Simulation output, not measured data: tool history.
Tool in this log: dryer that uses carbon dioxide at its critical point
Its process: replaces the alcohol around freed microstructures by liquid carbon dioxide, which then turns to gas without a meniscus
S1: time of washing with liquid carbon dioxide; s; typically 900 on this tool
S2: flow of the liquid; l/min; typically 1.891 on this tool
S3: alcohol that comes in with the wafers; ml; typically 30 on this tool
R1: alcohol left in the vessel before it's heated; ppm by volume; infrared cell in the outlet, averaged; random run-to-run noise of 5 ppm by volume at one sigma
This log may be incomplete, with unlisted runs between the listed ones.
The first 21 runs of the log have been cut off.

{"run": 22, "hour": 207.5, "S1": 900, "S2": 1.891, "S3": 32, "R1": 76}
{"run": 23, "hour": 218.4, "S1": 900, "S2": 1.891, "S3": 30, "R1": 77}
{"run": 24, "hour": 229.4, "S1": 900, "S2": 2.77, "S3": 72, "R1": 47}
{"run": 25, "hour": 238.5, "S1": 900, "S2": 2.77, "S3": 72, "R1": 46}
{"run": 26, "hour": 251.3, "S1": 960, "S2": 1.891, "S3": 30, "R1": 67}
{"run": 27, "hour": 260.1, "S1": 600, "S2": 2.68, "S3": 77, "R1": 178}
{"run": 28, "hour": 269.3, "S1": 600, "S2": 1.2, "S3": 58, "R1": 1609}
{"run": 29, "hour": 281.6, "S1": 1200, "S2": 1.41, "S3": 70, "R1": 140}
{"run": 30, "hour": 292.3, "S1": 900, "S2": 2.22, "S3": 58, "R1": 87}
{"run": 31, "hour": 300.5, "S1": 900, "S2": 2.22, "S3": 58, "R1": 90}
{"run": 32, "hour": 311.7, "S1": 900, "S2": 1.19, "S3": 86, "R1": 815}
{"run": 33, "hour": 317.7, "S1": 900, "S2": 1.53, "S3": 109, "R1": 444}
{"run": 34, "hour": 327.7, "S1": 1440, "S2": 2.36, "S3": 111, "R1": 64}
{"run": 35, "hour": 337.7, "S1": 1440, "S2": 2.36, "S3": 111, "R1": 49}
{"run": 36, "hour": 350.7, "S1": 1380, "S2": 1.71, "S3": 79, "R1": 59}
{"run": 37, "hour": 357.7, "S1": 1380, "S2": 1.71, "S3": 79, "R1": 63}
{"run": 38, "hour": 366.5, "S1": 1380, "S2": 2.95, "S3": 109, "R1": 59}
{"hour": 368.4, "done": "inlet filter changed"}
{"run": 39, "hour": 373.5, "S1": 840, "S2": 1.47, "S3": 30, "R1": 197}
{"run": 40, "hour": 383.7, "S1": 900, "S2": 1.891, "S3": 46, "R1": 98}
{"run": 41, "hour": 396.6, "S1": 1440, "S2": 1.891, "S3": 22, "R1": 57}
{"run": 42, "hour": 407.4, "S1": 720, "S2": 1.891, "S3": 104, "R1": 378}
{"run": 43, "hour": 414.8, "S1": 720, "S2": 1.53, "S3": 22, "R1": 214}
{"run": 44, "hour": 426.3, "S1": 900, "S2": 2.8, "S3": 30, "R1": 67}
{"run": 45, "hour": 432.1, "S1": 900, "S2": 1.891, "S3": 27, "R1": 83}
{"run": 46, "hour": 440.6, "S1": 600, "S2": 1.891, "S3": 36, "R1": 282}

What if the next run were any one of these 4? Each begins from the tool's condition after run 46:
{"run": "A", "hour": 447.5, "S1": 900, "S2": 2.81, "S3": 87, "R1": "?"}
{"run": "B", "hour": 447.5, "S1": 600, "S2": 2.5, "S3": 36, "R1": "?"}
{"run": "C", "hour": 447.5, "S1": 1080, "S2": 1.891, "S3": 36, "R1": "?"}
{"run": "D", "hour": 447.5, "S1": 600, "S2": 1.2, "S3": 109, "R1": "?"}

run=A R1=77
run=B R1=140
run=C R1=66
run=D R1=2692
Without the tool's unlogged condition, the same runs would have read:
run=A R1=19
run=B R1=83
run=C R1=11
run=D R1=2580

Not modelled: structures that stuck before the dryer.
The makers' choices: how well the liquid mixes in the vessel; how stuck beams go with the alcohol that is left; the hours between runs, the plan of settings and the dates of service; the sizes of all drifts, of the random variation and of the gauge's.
